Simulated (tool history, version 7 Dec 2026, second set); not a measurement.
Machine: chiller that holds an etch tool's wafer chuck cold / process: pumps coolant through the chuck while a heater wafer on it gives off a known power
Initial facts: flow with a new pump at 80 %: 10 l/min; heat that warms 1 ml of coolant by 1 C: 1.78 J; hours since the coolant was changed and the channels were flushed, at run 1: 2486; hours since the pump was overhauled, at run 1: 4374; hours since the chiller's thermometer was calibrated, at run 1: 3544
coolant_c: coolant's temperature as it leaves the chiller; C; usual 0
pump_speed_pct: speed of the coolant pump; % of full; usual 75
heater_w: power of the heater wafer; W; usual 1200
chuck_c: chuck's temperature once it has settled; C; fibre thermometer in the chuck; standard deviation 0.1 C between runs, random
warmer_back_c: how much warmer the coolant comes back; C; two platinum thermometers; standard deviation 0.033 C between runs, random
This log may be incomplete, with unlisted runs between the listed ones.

run,day,coolant_c,pump_speed_pct,heater_w,hours since the coolant was changed and the channels were flushed,hours since the pump was overhauled,hours since the chiller's thermometer was calibrated,chuck_c,warmer_back_c
1,0,0,75,1200,2486,4374,3544,12.9,4.35
2,5.838,0,75,1200,2626,4514,3684,12.7,4.36
3,11.075,0,75,1200,2751,4640,3810,12.9,4.37
4,14.662,0,75,1200,2837,4726,3896,12.8,4.31
5,19.829,0,75,1200,2961,4850,4020,12.7,4.35
6,24.842,-6,67,891,3082,4970,4140,4.4,3.65
7,30.171,2,70,1418,3210,5098,4268,18.2,5.5
8,35.671,0,75,1642,3342,5230,4400,17.6,5.98
9,39.9,0,76,851,3443,5332,4501,9,2.99
10,43.488,0,76,851,3529,5418,4588,9.1,3.01

Here are 4 independent what-if runs from the current tool condition. What would each one return?
A,49.338,-2,77,1349,3670,5558,4728,?,?
B,49.338,8,78,1648,3670,5558,4728,?,?
C,49.338,3,76,851,3670,5558,4728,?,?
D,49.338,9,76,851,3670,5558,4728,?,?

run,chuck_c,warmer_back_c
A,12.3,4.73
B,24.9,5.68
C,12,3.04
D,18.2,3.04
What these runs would have given with no unlogged condition in the tool:
run,chuck_c,warmer_back_c
A,12.3,4.73
B,24.8,5.68
C,11.9,3.04
D,18.2,3.04

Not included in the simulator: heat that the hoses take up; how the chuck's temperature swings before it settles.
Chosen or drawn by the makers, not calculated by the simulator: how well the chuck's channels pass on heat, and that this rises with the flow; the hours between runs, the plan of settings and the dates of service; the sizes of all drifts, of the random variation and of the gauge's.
